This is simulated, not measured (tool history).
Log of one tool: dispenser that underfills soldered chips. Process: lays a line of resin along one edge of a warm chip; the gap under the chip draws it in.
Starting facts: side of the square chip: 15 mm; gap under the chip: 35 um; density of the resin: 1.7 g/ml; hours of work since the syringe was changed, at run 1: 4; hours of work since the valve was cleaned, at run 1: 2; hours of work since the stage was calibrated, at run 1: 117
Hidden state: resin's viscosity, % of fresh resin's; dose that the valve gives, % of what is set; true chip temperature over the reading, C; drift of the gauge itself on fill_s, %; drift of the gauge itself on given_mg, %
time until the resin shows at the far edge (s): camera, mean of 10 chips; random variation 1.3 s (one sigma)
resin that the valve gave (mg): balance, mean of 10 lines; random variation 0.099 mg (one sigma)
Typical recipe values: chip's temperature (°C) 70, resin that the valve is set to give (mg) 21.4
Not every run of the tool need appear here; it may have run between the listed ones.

run  hour  chip's temperature (°C)  resin that the valve is set to give (mg)  hours of work since the syringe was changed  hours of work since the valve was cleaned  hours of work since the stage was calibrated  time until the resin shows at the far edge (s)  resin that the valve gave (mg)
  1     0                       70                                      21.4                                            4                                          2                                           117                                           151.5                           21.31
  2   4.9                       70                                      19.3                                            7                                          5                                           120                                             172                           19.19
      5.6  -- new syringe of resin
  3   7.9                       75                                      19.3                                            1                                          7                                           121                                           116.8                           19.22
  4  12.8                       70                                      21.4                                            5                                         10                                           124                                           156.6                           21.29
     17.2  -- new syringe of resin
  5  17.6                       70                                      27.7                                            0                                         13                                           127                                           127.8                           27.38
  6  21.7                       70                                      27.7                                            3                                         15                                           130                                           141.7                           27.33
  7  24.1                       70                                      21.4                                            4                                         17                                           131                                             151                           21.24
  8  26.8                       74                                      21.4                                            6                                         18                                           133                                           139.1                           21.06
     28.4  -- new syringe of resin
  9  30.4                       74                                      21.4                                            1                                         21                                           135                                           119.3                           20.98
 10  34.5                       79                                      22.8                                            4                                         23                                           138                                           108.1                           22.31
 11  36.8                       69                                      27.4                                            5                                         25                                           139                                           163.5                           27.03
       40  -- new syringe of resin
 12  41.7                       82                                      26.6                                            1                                         27                                           142                                            87.8                           26.02
 13  46.6                       70                                      20.4                                            4                                         31                                           145                                           152.9                           20.05
 14  48.7                       67                                      20.8                                            5                                         32                                           146                                           178.6                           20.32
     51.3  -- new syringe of resin
 15  52.9                       67                                      20.8                                            1                                         34                                           149                                           154.5                           20.35

Predict the results of run 16:
 16  55.9                       67                                      20.8                                            3                                         36                                           151                                               ?                               ?

{"run 16": {"time until the resin shows at the far edge (s)": 166.7, "resin that the valve gave (mg)": 20.27}}
Minus the tool's unlogged condition, the same run would have read time until the resin shows at the far edge (s) 144.1, resin that the valve gave (mg) 20.78.
